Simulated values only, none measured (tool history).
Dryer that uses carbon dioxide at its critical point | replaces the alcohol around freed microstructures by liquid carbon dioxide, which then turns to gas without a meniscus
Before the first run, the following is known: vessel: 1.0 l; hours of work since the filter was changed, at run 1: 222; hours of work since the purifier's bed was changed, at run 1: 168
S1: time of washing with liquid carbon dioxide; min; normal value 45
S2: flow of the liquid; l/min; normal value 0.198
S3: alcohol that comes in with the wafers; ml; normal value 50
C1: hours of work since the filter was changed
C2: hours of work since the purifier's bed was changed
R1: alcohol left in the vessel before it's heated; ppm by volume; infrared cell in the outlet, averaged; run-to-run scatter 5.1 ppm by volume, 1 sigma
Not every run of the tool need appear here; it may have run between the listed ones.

run,hour,S1,S2,S3,C1,C2,R1
1,0.0,45,0.198,50,222,168,208
# hour 46.9: inlet filter changed
2,52.1,45,0.198,50,3,193,86
3,119.5,45,0.198,50,37,228,106
4,171.0,45,0.198,50,63,254,111
5,201.0,35,0.198,50,78,269,353
6,230.7,45,0.198,50,93,284,141
7,259.7,45,0.198,26,108,299,92
8,322.3,45,0.285,50,140,330,64
9,386.5,45,0.285,50,172,363,70
10,416.6,45,0.285,21,187,378,61
11,458.8,45,0.266,50,209,400,79
12,511.6,45,0.266,50,236,426,88
# hour 534.1: inlet filter changed
13,544.1,56,0.198,50,5,442,80
14,610.5,39,0.205,50,39,476,191
15,663.0,65,0.205,50,65,503,84
16,730.5,34,0.307,50,100,537,104
17,779.6,45,0.232,50,125,562,130
18,834.1,45,0.232,50,152,589,128
19,903.3,45,0.232,50,187,625,151
20,942.1,29,0.250,20,207,644,257
21,980.6,29,0.291,20,226,664,182
# hour 1018.7: inlet filter changed
22,1029.2,45,0.198,29,5,688,134
23,1074.7,45,0.121,94,28,711,1741
24,1142.8,34,0.178,50,63,745,717
25,1199.4,34,0.178,50,92,774,755

Here are 4 independent what-if runs from the current tool condition. What would each one return?
A,1239.4,34,0.178,49,112,794,?
B,1239.4,43,0.178,93,112,794,?
C,1239.4,45,0.198,90,112,794,?
D,1239.4,45,0.308,25,112,794,?

run,R1
A,798
B,527
C,282
D,125
Without the tool's unlogged condition, the same runs would have read:
run,R1
A,470
B,257
C,98
D,1
